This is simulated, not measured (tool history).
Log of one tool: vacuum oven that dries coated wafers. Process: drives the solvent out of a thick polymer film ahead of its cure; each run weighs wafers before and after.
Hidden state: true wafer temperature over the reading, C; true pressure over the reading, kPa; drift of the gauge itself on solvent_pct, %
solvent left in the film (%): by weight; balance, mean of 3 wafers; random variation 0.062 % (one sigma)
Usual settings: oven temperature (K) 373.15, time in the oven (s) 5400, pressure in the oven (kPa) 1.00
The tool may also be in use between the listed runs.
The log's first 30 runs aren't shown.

run,hour,oven temperature (K),time in the oven (s),pressure in the oven (kPa),hours of work since the thermocouples were calibrated,hours of work since the vacuum gauge was cleaned of residue,solvent left in the film (%)
31,1688.8,384.15,2760,1.22,90,2012,3.45
32,1728.6,373.15,5400,0.59,118,2040,3.65
33,1767.1,362.15,3600,0.84,145,2067,10.82
34,1830.1,373.15,5880,1.00,189,2111,3.32
35,1886.1,373.15,5400,1.80,228,2150,4.16
36,1962.0,373.15,5400,1.80,281,2203,4.17
37,2024.5,373.15,5400,1.80,324,2247,4.14
38,2071.5,373.15,5400,1.80,357,2280,3.97
39,2116.2,373.15,4800,1.00,388,2311,4.31
40,2166.2,373.15,4800,1.00,423,2346,4.28
41,2216.5,373.15,4800,1.00,458,2381,4.36
42,2276.1,368.15,4800,1.10,500,2422,6.40
43,2337.3,368.15,4800,1.10,543,2465,6.55
44,2376.0,368.15,4800,1.10,570,2492,6.28
45,2409.5,368.15,4800,1.10,593,2515,6.25
# hour 2421.9: vacuum gauge cleaned of residue and calibrated
46,2458.9,384.15,3360,1.96,627,26,2.24

4 ways to go on from here, each from the tool as it stands after run 46. What would each give?
A,2512.8,376.15,3600,1.10,664,63,?
B,2512.8,373.15,9420,2.13,664,63,?
C,2512.8,366.15,5280,0.76,664,63,?
D,2512.8,373.15,4320,2.24,664,63,?

run,solvent left in the film (%)
A,4.15
B,1.67
C,5.99
D,4.75
Without the tool's hidden state the same runs would have given:
run,solvent left in the film (%)
A,4.70
B,1.92
C,6.64
D,5.33
